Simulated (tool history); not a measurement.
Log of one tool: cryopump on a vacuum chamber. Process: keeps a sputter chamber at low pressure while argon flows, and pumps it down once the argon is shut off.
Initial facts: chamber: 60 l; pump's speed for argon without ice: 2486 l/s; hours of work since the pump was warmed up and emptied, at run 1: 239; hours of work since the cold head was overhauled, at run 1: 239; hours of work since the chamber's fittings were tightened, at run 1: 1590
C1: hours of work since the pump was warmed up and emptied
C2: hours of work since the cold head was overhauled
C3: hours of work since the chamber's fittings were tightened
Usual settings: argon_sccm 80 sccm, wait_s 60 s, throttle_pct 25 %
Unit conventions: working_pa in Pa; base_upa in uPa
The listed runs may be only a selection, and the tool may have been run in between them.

Run 1, day 0: usual settings; C1 239; C2 239; C3 1590. Result: working_pa 0.2256 Pa, base_upa 1.19 uPa.
Run 2, day 0.779: usual settings; C1 253; C2 253; C3 1604. Result: working_pa 0.2249 Pa, base_upa 1.2 uPa.
Run 3, day 1.725: usual settings; C1 270; C2 270; C3 1621. Result: working_pa 0.2273 Pa, base_upa 1.26 uPa.
Run 4, day 2.538: usual settings but throttle_pct 38 %; C1 284; C2 284; C3 1636. Result: working_pa 0.1521 Pa, base_upa 1.23 uPa.
Run 5, day 3.625: usual settings but throttle_pct 38 %; C1 304; C2 304; C3 1655. Result: working_pa 0.1545 Pa, base_upa 1.21 uPa.
Run 6, day 4.475: usual settings but throttle_pct 38 %; C1 319; C2 319; C3 1670. Result: working_pa 0.154 Pa, base_upa 1.23 uPa.
Run 7, day 5.783: usual settings; C1 343; C2 343; C3 1694. Result: working_pa 0.2286 Pa, base_upa 1.21 uPa.
Run 8, day 6.554: usual settings but throttle_pct 32 %; C1 357; C2 357; C3 1708. Result: working_pa 0.1835 Pa, base_upa 1.22 uPa.
Run 9, day 7.908: usual settings but throttle_pct 32 %; C1 381; C2 381; C3 1732. Result: working_pa 0.1834 Pa, base_upa 1.26 uPa.
Run 10, day 8.888: usual settings but throttle_pct 32 %; C1 398; C2 398; C3 1750. Result: working_pa 0.1843 Pa, base_upa 1.22 uPa.
Run 11, day 10.421: usual settings but throttle_pct 32 %; C1 426; C2 426; C3 1777. Result: working_pa 0.1843 Pa, base_upa 1.24 uPa.
Run 12, day 11.758: usual settings but argon_sccm 47 sccm; C1 450; C2 450; C3 1801. Result: working_pa 0.1368 Pa, base_upa 1.27 uPa.
Run 13, day 12.938: usual settings but argon_sccm 47 sccm; C1 471; C2 471; C3 1822. Result: working_pa 0.138 Pa, base_upa 1.2 uPa.
Run 14, day 13.625: usual settings but argon_sccm 47 sccm; C1 484; C2 484; C3 1835. Result: working_pa 0.1387 Pa, base_upa 1.24 uPa.
Run 15, day 14.671: usual settings but argon_sccm 47 sccm; C1 502; C2 502; C3 1853. Result: working_pa 0.1401 Pa, base_upa 1.27 uPa.
Run 16, day 15.408: usual settings but throttle_pct 24 %; C1 516; C2 516; C3 1867. Result: working_pa 0.2473 Pa, base_upa 1.22 uPa.
Run 17, day 16.521: usual settings but argon_sccm 141 sccm, wait_s 32 s; C1 536; C2 536; C3 1887. Result: working_pa 0.4206 Pa, base_upa 2.11 uPa.
Run 18, day 17.546: usual settings but argon_sccm 141 sccm, wait_s 32 s; C1 554; C2 554; C3 1905. Result: working_pa 0.4241 Pa, base_upa 2.06 uPa.
Run 19, day 18.633: usual settings but argon_sccm 132 sccm, wait_s 21 s, throttle_pct 46 %; C1 574; C2 574; C3 1925. Result: working_pa 0.2311 Pa, base_upa 3.07 uPa.
Run 20, day 19.871: usual settings but wait_s 78 s, throttle_pct 48 %; C1 596; C2 596; C3 1947. Result: working_pa 0.1359 Pa, base_upa 1.08 uPa.
Run 21, day 20.538: usual settings but wait_s 78 s, throttle_pct 48 %; C1 608; C2 608; C3 1959. Result: working_pa 0.1372 Pa, base_upa 1.07 uPa.
Run 22, day 21.271: usual settings but argon_sccm 82 sccm, throttle_pct 45 %; C1 621; C2 621; C3 1972. Result: working_pa 0.1478 Pa, base_upa 1.29 uPa.
Run 23, day 22.433: usual settings but argon_sccm 82 sccm, throttle_pct 45 %; C1 642; C2 642; C3 1993. Result: working_pa 0.1498 Pa, base_upa 1.33 uPa.
Run 24, day 23.275: usual settings but wait_s 138 s, throttle_pct 19 %; C1 657; C2 657; C3 2008. Result: working_pa 0.3109 Pa, base_upa 0.78 uPa.
Run 25, day 24.125: usual settings but wait_s 138 s, throttle_pct 19 %; C1 672; C2 672; C3 2023. Result: working_pa 0.3118 Pa, base_upa 0.77 uPa.
Run 26, day 25.396: usual settings but argon_sccm 39 sccm, wait_s 99 s; C1 695; C2 695; C3 2046. Result: working_pa 0.1209 Pa, base_upa 0.92 uPa.
Run 27, day 26.592: usual settings but argon_sccm 73 sccm, wait_s 29 s, throttle_pct 24 %; C1 717; C2 717; C3 2068. Result: working_pa 0.2352 Pa, base_upa 2.36 uPa.
At day 27.679: pump warmed up, emptied and cooled again.
Run 28, day 27.754: usual settings but argon_sccm 73 sccm, wait_s 29 s, throttle_pct 24 %; C1 1; C2 734; C3 2085. Result: working_pa 0.2065 Pa, base_upa 2.23 uPa.
Run 29, day 28.588: usual settings but argon_sccm 67 sccm, throttle_pct 20 %; C1 16; C2 749; C3 2100. Result: working_pa 0.2305 Pa, base_upa 1.18 uPa.
Run 30, day 30.004: usual settings but argon_sccm 79 sccm, wait_s 93 s, throttle_pct 26 %; C1 42; C2 774; C3 2125. Result: working_pa 0.2089 Pa, base_upa 0.84 uPa.

Alternative continuations, all from the tool just after run 30; predict every row:
Run A, day 30.954: usual settings but argon_sccm 42 sccm, wait_s 39 s, throttle_pct 26 %; C1 59; C2 791; C3 2142. Result: working_pa ?, base_upa ?.
Run B, day 30.954: usual settings but argon_sccm 79 sccm, wait_s 93 s, throttle_pct 54 %; C1 59; C2 791; C3 2142. Result: working_pa ?, base_upa ?.
Run C, day 30.954: usual settings but throttle_pct 26 %; C1 59; C2 791; C3 2142. Result: working_pa ?, base_upa ?.

run  working_pa  base_upa
  A      0.1111      1.78
  B       0.101       0.9
  C      0.2085      1.22
The same runs, with their run-to-run variation unchanged, on a tool lacking any hidden condition would have given:
run  working_pa  base_upa
  A        0.11      1.64
  B      0.0991      0.77
  C      0.2066      1.09
